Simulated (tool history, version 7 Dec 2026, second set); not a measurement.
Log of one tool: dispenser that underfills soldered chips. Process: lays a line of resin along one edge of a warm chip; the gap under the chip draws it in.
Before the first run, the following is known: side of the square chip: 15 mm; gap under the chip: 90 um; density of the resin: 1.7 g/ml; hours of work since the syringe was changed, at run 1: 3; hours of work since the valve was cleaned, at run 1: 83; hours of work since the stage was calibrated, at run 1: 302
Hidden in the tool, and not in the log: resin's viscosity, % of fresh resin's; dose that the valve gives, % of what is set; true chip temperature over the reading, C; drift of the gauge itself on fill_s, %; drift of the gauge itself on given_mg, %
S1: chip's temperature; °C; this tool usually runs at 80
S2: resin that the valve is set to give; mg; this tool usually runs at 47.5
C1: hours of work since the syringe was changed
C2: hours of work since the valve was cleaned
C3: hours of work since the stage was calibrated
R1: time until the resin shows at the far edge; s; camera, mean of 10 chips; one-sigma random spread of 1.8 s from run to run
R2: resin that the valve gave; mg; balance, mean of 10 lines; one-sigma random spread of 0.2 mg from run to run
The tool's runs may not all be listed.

Run 1, hour 0: usual settings; C1 3; C2 83; C3 302. Result: R1 197.3 s, R2 45.95 mg.
Run 2, hour 12.9: usual settings; C1 11; C2 91; C3 310. Result: R1 306.9 s, R2 45.44 mg.
At hour 14.3: new syringe of resin.
Run 3, hour 19.1: usual settings; C1 3; C2 94; C3 314. Result: R1 199.9 s, R2 45.87 mg.
Run 4, hour 31.7: usual settings but S1 85 °C; C1 10; C2 102; C3 321. Result: R1 254.2 s, R2 45.39 mg.
At hour 33.1: new syringe of resin.
At hour 34.9: dispensing valve cleaned and set on the balance.
Run 5, hour 39.7: usual settings but S1 85 °C; C1 3; C2 3; C3 325. Result: R1 172.1 s, R2 47.18 mg.
Run 6, hour 50.4: usual settings but S1 85 °C; C1 10; C2 9; C3 332. Result: R1 246.8 s, R2 47.34 mg.
At hour 52.8: new syringe of resin.
Run 7, hour 63.3: usual settings but S1 85 °C; C1 6; C2 17; C3 339. Result: R1 203.4 s, R2 47.2 mg.
At hour 70.9: new syringe of resin.
Run 8, hour 76.8: usual settings but S1 88 °C, S2 41.3 mg; C1 4; C2 25; C3 347. Result: R1 160.8 s, R2 40.57 mg.
At hour 88.9: new syringe of resin.
Run 9, hour 91: usual settings but S1 88 °C, S2 41.3 mg; C1 1; C2 33; C3 356. Result: R1 140.2 s, R2 41.12 mg.
Run 10, hour 102.9: usual settings but S1 67 °C, S2 46.5 mg; C1 8; C2 41; C3 363. Result: R1 438.8 s, R2 46.03 mg.
At hour 107.4: new syringe of resin.
Run 11, hour 116.8: usual settings but S1 78 °C, S2 41.1 mg; C1 6; C2 49; C3 371. Result: R1 258.2 s, R2 40.63 mg.
Run 12, hour 122.9: usual settings but S1 68 °C, S2 51 mg; C1 9; C2 52; C3 375. Result: R1 438.6 s, R2 49.95 mg.
At hour 125.6: new syringe of resin.
Run 13, hour 133.2: usual settings but S1 86 °C, S2 55.6 mg; C1 5; C2 58; C3 381. Result: R1 176.6 s, R2 54.47 mg.

Entry by entry between the runs, the difference in hidden state between the last listed run before and the first listed run after:
Runs 2 to 3: new syringe of resin (hour 14.3)
  resin's viscosity, % of fresh resin's: 176.2 -> 116.6; dose that the valve gives, % of what is set: 95.9 -> 95.76; true chip temperature over the reading, C: 1.16 -> 1.17
  difference, measured minus the result without the unlogged condition, R1: +126.9 -> +22.8 s; R2: -1.94 -> -2.03 mg
Runs 4 to 5: new syringe of resin (hour 33.1); dispensing valve cleaned and set on the balance (hour 34.9)
  resin's viscosity, % of fresh resin's: 176.8 -> 121.2; dose that the valve gives, % of what is set: 95.44 -> 100; true chip temperature over the reading, C: 1.22 -> 1.24
  difference, measured minus the result without the unlogged condition, R1: +105.5 -> +23.6 s; R2: -2.18 -> +0 mg
Runs 6 to 7: new syringe of resin (hour 52.8)
  resin's viscosity, % of fresh resin's: 172.2 -> 143; dose that the valve gives, % of what is set: 99.74 -> 99.42; true chip temperature over the reading, C: 1.28 -> 1.32
  difference, measured minus the result without the unlogged condition, R1: +96.7 -> +54.5 s; R2: -0.12 -> -0.27 mg
Runs 7 to 8: new syringe of resin (hour 70.9)
  resin's viscosity, % of fresh resin's: 143 -> 121; dose that the valve gives, % of what is set: 99.42 -> 99.1; true chip temperature over the reading, C: 1.32 -> 1.37
  difference, measured minus the result without the unlogged condition, R1: +54.5 -> +21.8 s; R2: -0.27 -> -0.37 mg
Runs 8 to 9: new syringe of resin (hour 88.9)
  resin's viscosity, % of fresh resin's: 121 -> 104.5; dose that the valve gives, % of what is set: 99.1 -> 98.72; true chip temperature over the reading, C: 1.37 -> 1.42
  difference, measured minus the result without the unlogged condition, R1: +21.8 -> -0.2 s; R2: -0.37 -> -0.53 mg
Runs 10 to 11: new syringe of resin (hour 107.4)
  resin's viscosity, % of fresh resin's: 154.6 -> 135.1; dose that the valve gives, % of what is set: 98.43 -> 98.09; true chip temperature over the reading, C: 1.45 -> 1.5
  difference, measured minus the result without the unlogged condition, R1: +139 -> +57.5 s; R2: -0.73 -> -0.8 mg
Runs 12 to 13: new syringe of resin (hour 125.6)
  resin's viscosity, % of fresh resin's: 165 -> 130.4; dose that the valve gives, % of what is set: 97.93 -> 97.68; true chip temperature over the reading, C: 1.52 -> 1.55
  difference, measured minus the result without the unlogged condition, R1: +157 -> +33.7 s; R2: -1.06 -> -1.29 mg
